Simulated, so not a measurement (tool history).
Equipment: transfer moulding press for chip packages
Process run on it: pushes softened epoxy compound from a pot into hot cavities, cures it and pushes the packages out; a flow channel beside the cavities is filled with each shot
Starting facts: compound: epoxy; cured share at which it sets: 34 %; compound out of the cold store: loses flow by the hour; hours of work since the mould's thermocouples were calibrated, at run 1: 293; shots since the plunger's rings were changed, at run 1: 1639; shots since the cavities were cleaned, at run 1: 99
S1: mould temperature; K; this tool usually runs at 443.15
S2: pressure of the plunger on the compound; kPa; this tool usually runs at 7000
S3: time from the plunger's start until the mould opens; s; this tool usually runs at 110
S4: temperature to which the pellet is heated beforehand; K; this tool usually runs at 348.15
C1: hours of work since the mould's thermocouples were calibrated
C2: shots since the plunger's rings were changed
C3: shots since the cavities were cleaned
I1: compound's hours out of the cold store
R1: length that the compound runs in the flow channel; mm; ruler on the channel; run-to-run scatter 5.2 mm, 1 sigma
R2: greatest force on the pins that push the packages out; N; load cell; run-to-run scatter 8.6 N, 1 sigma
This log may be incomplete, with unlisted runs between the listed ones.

| run | day | S1 | S2 | S3 | S4 | C1 | C2 | C3 | I1 | R1 | R2 |
|---|---|---|---|---|---|---|---|---|---|---|---|
| 1 | 0.000 | 443.15 | 7000 | 110 | 348.15 | 293 | 1639 | 99 | 9.1 | 1022 | 495 |
| 2 | 1.267 | 451.15 | 7000 | 110 | 348.15 | 317 | 2060 | 520 | 30.5 | 886 | 532 |
|  | 1.867 | cavities cleaned with cleaning compound and waxed |
| 3 | 2.583 | 451.15 | 7000 | 110 | 348.15 | 340 | 2477 | 237 | 28.1 | 889 | 619 |
| 4 | 3.388 | 451.15 | 7000 | 110 | 348.15 | 355 | 2745 | 505 | 16.6 | 942 | 636 |
|  | 4.079 | cavities cleaned with cleaning compound and waxed |
| 5 | 4.458 | 451.15 | 7000 | 110 | 348.15 | 374 | 3080 | 125 | 17.9 | 934 | 408 |
| 6 | 5.117 | 451.15 | 7000 | 110 | 348.15 | 386 | 3300 | 345 | 15.8 | 947 | 483 |
|  | 6.200 | cavities cleaned with cleaning compound and waxed |
| 7 | 6.479 | 451.15 | 7000 | 110 | 348.15 | 410 | 3733 | 93 | 12.0 | 962 | 381 |
| 8 | 7.742 | 443.15 | 7000 | 110 | 348.15 | 434 | 4153 | 513 | 40.2 | 861 | 644 |
|  | 8.167 | cavities cleaned with cleaning compound and waxed, once more |
| 9 | 8.650 | 443.15 | 7000 | 110 | 348.15 | 450 | 4435 | 161 | 38.5 | 860 | 488 |
| 10 | 9.267 | 443.15 | 7000 | 110 | 348.15 | 461 | 4640 | 366 | 9.9 | 989 | 657 |
| 11 | 10.133 | 443.15 | 7000 | 110 | 348.15 | 477 | 4928 | 654 | 34.3 | 871 | 663 |
|  | 10.412 | plunger's sealing rings changed |
|  | 10.475 | cavities cleaned with cleaning compound and waxed |
| 12 | 11.329 | 443.15 | 7000 | 110 | 348.15 | 497 | 284 | 284 | 25.1 | 967 | 588 |
| 13 | 12.088 | 443.15 | 7000 | 137 | 348.15 | 511 | 536 | 536 | 9.9 | 1029 | 541 |
|  | 12.671 | cavities cleaned with cleaning compound and waxed |
| 14 | 13.242 | 438.15 | 7000 | 110 | 348.15 | 531 | 900 | 189 | 44.4 | 892 | 692 |
| 15 | 14.400 | 437.15 | 7000 | 100 | 340.15 | 553 | 1286 | 575 | 37.0 | 922 | 1148 |
|  | 14.846 | cavities cleaned with cleaning compound and waxed |
| 16 | 15.379 | 451.15 | 8390 | 101 | 340.15 | 570 | 1590 | 176 | 22.1 | 1016 | 452 |
| 17 | 16.133 | 445.15 | 7110 | 108 | 348.15 | 584 | 1842 | 428 | 22.9 | 972 | 601 |
|  | 16.971 | cavities cleaned with cleaning compound and waxed |
| 18 | 17.075 | 443.15 | 8020 | 145 | 357.15 | 600 | 2135 | 35 | 10.3 | 1086 | 338 |
|  | 17.983 | mould's thermocouples calibrated |
| 19 | 18.412 | 443.15 | 6750 | 110 | 348.15 | 8 | 2552 | 452 | 37.7 | 873 | 600 |
|  | 19.221 | cavities cleaned with cleaning compound and waxed |
| 20 | 19.346 | 449.15 | 7000 | 121 | 348.15 | 24 | 2843 | 43 | 38.7 | 860 | 353 |
| 21 | 20.296 | 449.15 | 6900 | 120 | 348.15 | 42 | 3159 | 359 | 21.7 | 925 | 509 |
| 22 | 21.233 | 443.15 | 7000 | 98 | 348.15 | 59 | 3471 | 671 | 39.9 | 863 | 790 |
|  | 21.375 | cavities cleaned with cleaning compound and waxed |
| 23 | 21.938 | 443.15 | 7000 | 92 | 353.15 | 71 | 3684 | 188 | 19.6 | 957 | 726 |
| 24 | 22.858 | 443.15 | 7000 | 92 | 353.15 | 89 | 3990 | 494 | 31.6 | 898 | 869 |
|  | 23.504 | cavities cleaned with cleaning compound and waxed |
| 25 | 23.958 | 443.15 | 7000 | 92 | 353.15 | 108 | 4336 | 151 | 26.7 | 907 | 723 |
| 26 | 24.738 | 443.15 | 7000 | 92 | 353.15 | 122 | 4595 | 410 | 26.5 | 913 | 876 |
|  | 25.642 | cavities cleaned with cleaning compound and waxed |
| 27 | 25.642 | 443.15 | 7000 | 92 | 353.15 | 138 | 4875 | 0 | 10.4 | 984 | 552 |

Table of differences, measured result less the result of that run with no hidden state. Run-to-run variation is the same in both. Gauge scatter possibly is not:
The tool's hidden condition here consists of: true mould temperature over the reading, C; pressure that reaches the compound, % of what is set; grip of the stained cavities, % over clean ones'; drift of the gauge itself on flow_mm, %; drift of the gauge itself on push_out_n, %.
| run | R1 | R2 |
|---|---|---|
| 1 | -19 | +125 |
| 2 | -21 | +227 |
| 3 | -25 | +318 |
| 4 | -30 | +318 |
| 5 | -34 | +96 |
| 6 | -37 | +181 |
| 7 | -43 | +75 |
| 8 | -43 | +280 |
| 9 | -47 | +143 |
| 10 | -56 | +273 |
| 11 | -53 | +310 |
| 12 | +0 | +218 |
| 13 | -2 | +237 |
| 14 | -5 | +233 |
| 15 | -9 | +543 |
| 16 | -15 | +139 |
| 17 | -16 | +260 |
| 18 | -21 | +34 |
| 19 | -25 | +244 |
| 20 | -29 | +38 |
| 21 | -34 | +192 |
| 22 | -36 | +358 |
| 23 | -42 | +224 |
| 24 | -43 | +376 |
| 25 | -47 | +209 |
| 26 | -50 | +366 |
| 27 | -57 | +22 |
